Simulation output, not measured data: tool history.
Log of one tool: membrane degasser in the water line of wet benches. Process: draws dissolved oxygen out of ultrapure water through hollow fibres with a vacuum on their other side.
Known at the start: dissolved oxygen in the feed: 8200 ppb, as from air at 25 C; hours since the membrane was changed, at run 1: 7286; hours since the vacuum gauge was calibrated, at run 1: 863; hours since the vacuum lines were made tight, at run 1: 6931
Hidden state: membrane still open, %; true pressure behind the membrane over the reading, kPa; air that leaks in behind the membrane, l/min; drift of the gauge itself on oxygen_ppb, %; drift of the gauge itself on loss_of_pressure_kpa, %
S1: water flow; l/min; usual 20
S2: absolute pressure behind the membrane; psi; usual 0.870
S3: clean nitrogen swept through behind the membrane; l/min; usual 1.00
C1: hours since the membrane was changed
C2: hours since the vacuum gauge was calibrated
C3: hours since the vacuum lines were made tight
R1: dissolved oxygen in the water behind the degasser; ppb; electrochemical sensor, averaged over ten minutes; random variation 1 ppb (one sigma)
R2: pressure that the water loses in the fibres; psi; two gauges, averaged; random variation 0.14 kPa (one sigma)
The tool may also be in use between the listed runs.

run	day	S1	S2	S3	C1	C2	C3	R1	R2
1	0.000	20	0.870	1.00	7286	863	6931	127.0	3.735
2	7.071	20	0.870	0.48	7456	1032	7101	230.6	3.794
3	13.450	20	0.870	1.05	7609	1185	7254	122.1	3.774
4	21.450	30	0.870	1.00	7801	1377	7446	185.1	5.712
5	28.583	30	0.870	0.41	7972	1549	7617	352.1	5.717
6	36.725	20	0.870	1.00	8168	1744	7813	124.6	3.864
7	41.979	20	0.870	1.00	8294	1870	7939	126.9	3.788
# day 42.783: seals of the vacuum lines changed
8	49.838	20	0.870	1.00	8480	2057	169	125.8	3.825
9	56.396	20	0.870	1.00	8638	2214	327	126.9	3.852
10	60.800	20	0.870	1.00	8743	2320	432	126.6	3.848
11	64.283	20	0.870	1.00	8827	2403	516	126.3	3.825
12	70.112	15	0.870	0.54	8967	2543	656	163.7	2.854
13	75.004	15	0.870	0.54	9084	2661	773	165.1	2.882
14	80.400	13	1.630	2.57	9214	2790	903	99.1	2.518
15	85.900	13	0.735	2.57	9346	2922	1035	24.2	2.503
16	90.521	13	0.735	2.57	9457	3033	1146	23.6	2.509
# day 94.812: gauge calibrated
17	95.825	13	0.735	2.57	9584	3160	1273	24.3	2.418
18	101.104	20	0.870	0.76	9711	3287	1400	160.3	3.790
19	107.662	20	0.870	0.76	9868	3445	1557	159.3	3.758
20	114.317	20	0.695	1.00	10028	3604	1717	73.7	3.816
21	120.350	20	0.695	1.00	10173	3749	1862	73.2	3.810

Forecast each of these 5 alternatives for the next run:
A	124.029	19	0.759	1.00	10261	3837	1950	?	?
B	124.029	18	0.695	1.00	10261	3837	1950	?	?
C	124.029	23	2.067	1.96	10261	3837	1950	?	?
D	124.029	29	0.922	0.81	10261	3837	1950	?	?
E	124.029	16	0.693	0.79	10261	3837	1950	?	?

run	R1	R2
A	89.1	3.607
B	66.9	3.398
C	299.0	4.348
D	233.5	5.485
E	73.3	3.049
Without the tool's hidden state the same runs would have given:
run	R1	R2
A	89.0	3.574
B	66.9	3.366
C	299.0	4.308
D	233.4	5.435
E	73.3	3.020
